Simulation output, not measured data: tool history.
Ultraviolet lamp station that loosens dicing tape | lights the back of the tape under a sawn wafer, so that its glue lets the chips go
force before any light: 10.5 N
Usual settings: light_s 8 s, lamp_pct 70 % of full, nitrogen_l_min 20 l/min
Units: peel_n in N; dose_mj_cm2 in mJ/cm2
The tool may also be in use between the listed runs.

Run 1, hour 0: usual settings. Result: peel_n 0.967 N, dose_mj_cm2 396 mJ/cm2.
Run 2, hour 10: usual settings. Result: peel_n 0.943 N, dose_mj_cm2 399 mJ/cm2.
Run 3, hour 17.2: usual settings. Result: peel_n 0.977 N, dose_mj_cm2 400 mJ/cm2.
Run 4, hour 22.5: usual settings but light_s 12 s. Result: peel_n 0.427 N, dose_mj_cm2 599 mJ/cm2.
Run 5, hour 26.9: usual settings but light_s 12 s. Result: peel_n 0.412 N, dose_mj_cm2 599 mJ/cm2.
Run 6, hour 34.5: usual settings but light_s 12 s. Result: peel_n 0.436 N, dose_mj_cm2 594 mJ/cm2.
Run 7, hour 41.6: usual settings but light_s 12 s. Result: peel_n 0.431 N, dose_mj_cm2 600 mJ/cm2.
Run 8, hour 50.4: usual settings but light_s 12 s. Result: peel_n 0.446 N, dose_mj_cm2 593 mJ/cm2.
Run 9, hour 58.9: usual settings but lamp_pct 89 % of full. Result: peel_n 0.601 N, dose_mj_cm2 504 mJ/cm2.
Run 10, hour 66.3: usual settings but lamp_pct 89 % of full. Result: peel_n 0.603 N, dose_mj_cm2 504 mJ/cm2.
Run 11, hour 75.8: usual settings but lamp_pct 93 % of full. Result: peel_n 0.552 N, dose_mj_cm2 523 mJ/cm2.
Run 12, hour 81.1: usual settings but lamp_pct 93 % of full. Result: peel_n 0.533 N, dose_mj_cm2 517 mJ/cm2.
Run 13, hour 86.3: usual settings but lamp_pct 93 % of full. Result: peel_n 0.556 N, dose_mj_cm2 520 mJ/cm2.
Run 14, hour 94.9: usual settings but lamp_pct 93 % of full. Result: peel_n 0.547 N, dose_mj_cm2 519 mJ/cm2.
Run 15, hour 104: usual settings but lamp_pct 65 % of full. Result: peel_n 1.239 N, dose_mj_cm2 363 mJ/cm2.
Run 16, hour 109.8: usual settings. Result: peel_n 1.058 N, dose_mj_cm2 389 mJ/cm2.
Run 17, hour 117.3: usual settings. Result: peel_n 1.02 N, dose_mj_cm2 392 mJ/cm2.
Run 18, hour 126: usual settings. Result: peel_n 1.094 N, dose_mj_cm2 389 mJ/cm2.
Run 19, hour 134.4: usual settings but nitrogen_l_min 26 l/min. Result: peel_n 0.942 N, dose_mj_cm2 392 mJ/cm2.
Run 20, hour 139.9: usual settings but light_s 15 s, nitrogen_l_min 26 l/min. Result: peel_n 0.27 N, dose_mj_cm2 725 mJ/cm2.
Run 21, hour 144.8: usual settings but lamp_pct 62 % of full. Result: peel_n 1.348 N, dose_mj_cm2 342 mJ/cm2.
At hour 145.8: window cleaned of glue's vapour.
Run 22, hour 153.6: usual settings but nitrogen_l_min 10 l/min. Result: peel_n 1.548 N, dose_mj_cm2 361 mJ/cm2.
At hour 161.1: window cleaned of glue's vapour, once more.
Run 23, hour 162.2: usual settings but nitrogen_l_min 10 l/min. Result: peel_n 1.213 N, dose_mj_cm2 420 mJ/cm2.
Run 24, hour 167.7: usual settings but light_s 10 s, lamp_pct 71 % of full, nitrogen_l_min 10 l/min. Result: peel_n 0.749 N, dose_mj_cm2 530 mJ/cm2.
Run 25, hour 177.5: usual settings but light_s 10 s, lamp_pct 86 % of full, nitrogen_l_min 13 l/min. Result: peel_n 0.437 N, dose_mj_cm2 638 mJ/cm2.
Run 26, hour 186.4: usual settings but light_s 6 s, nitrogen_l_min 30 l/min. Result: peel_n 1.382 N, dose_mj_cm2 313 mJ/cm2.
Run 27, hour 193.4: usual settings but light_s 7 s, nitrogen_l_min 28 l/min. Result: peel_n 1.067 N, dose_mj_cm2 366 mJ/cm2.
Run 28, hour 202.1: usual settings but light_s 7 s, nitrogen_l_min 28 l/min. Result: peel_n 1.07 N, dose_mj_cm2 359 mJ/cm2.
Run 29, hour 208.5: usual settings but light_s 14 s, lamp_pct 61 % of full, nitrogen_l_min 17 l/min. Result: peel_n 0.409 N, dose_mj_cm2 630 mJ/cm2.
Run 30, hour 213.3: usual settings but light_s 6 s, lamp_pct 72 % of full, nitrogen_l_min 6 l/min. Result: peel_n 2.361 N, dose_mj_cm2 317 mJ/cm2.
Run 31, hour 218.5: usual settings but light_s 9 s, lamp_pct 74 % of full, nitrogen_l_min 6 l/min. Result: peel_n 1.202 N, dose_mj_cm2 489 mJ/cm2.
Run 32, hour 224.4: usual settings but light_s 6 s, lamp_pct 87 % of full, nitrogen_l_min 6 l/min. Result: peel_n 1.784 N, dose_mj_cm2 387 mJ/cm2.
Run 33, hour 234.4: usual settings but light_s 5 s, nitrogen_l_min 6 l/min. Result: peel_n 3.228 N, dose_mj_cm2 258 mJ/cm2.
Run 34, hour 240.3: usual settings but light_s 5 s, lamp_pct 64 % of full, nitrogen_l_min 10 l/min. Result: peel_n 2.978 N, dose_mj_cm2 235 mJ/cm2.

The next listed run, before its measurement:
Run 35, hour 247.1: usual settings but light_s 5 s, lamp_pct 64 % of full, nitrogen_l_min 10 l/min. Result: peel_n ?, dose_mj_cm2 ?.

Run 35 gave peel_n 2.971 N, dose_mj_cm2 234 mJ/cm2.
Without the tool's hidden state the same run would have given peel_n 2.742 N, dose_mj_cm2 250 mJ/cm2.

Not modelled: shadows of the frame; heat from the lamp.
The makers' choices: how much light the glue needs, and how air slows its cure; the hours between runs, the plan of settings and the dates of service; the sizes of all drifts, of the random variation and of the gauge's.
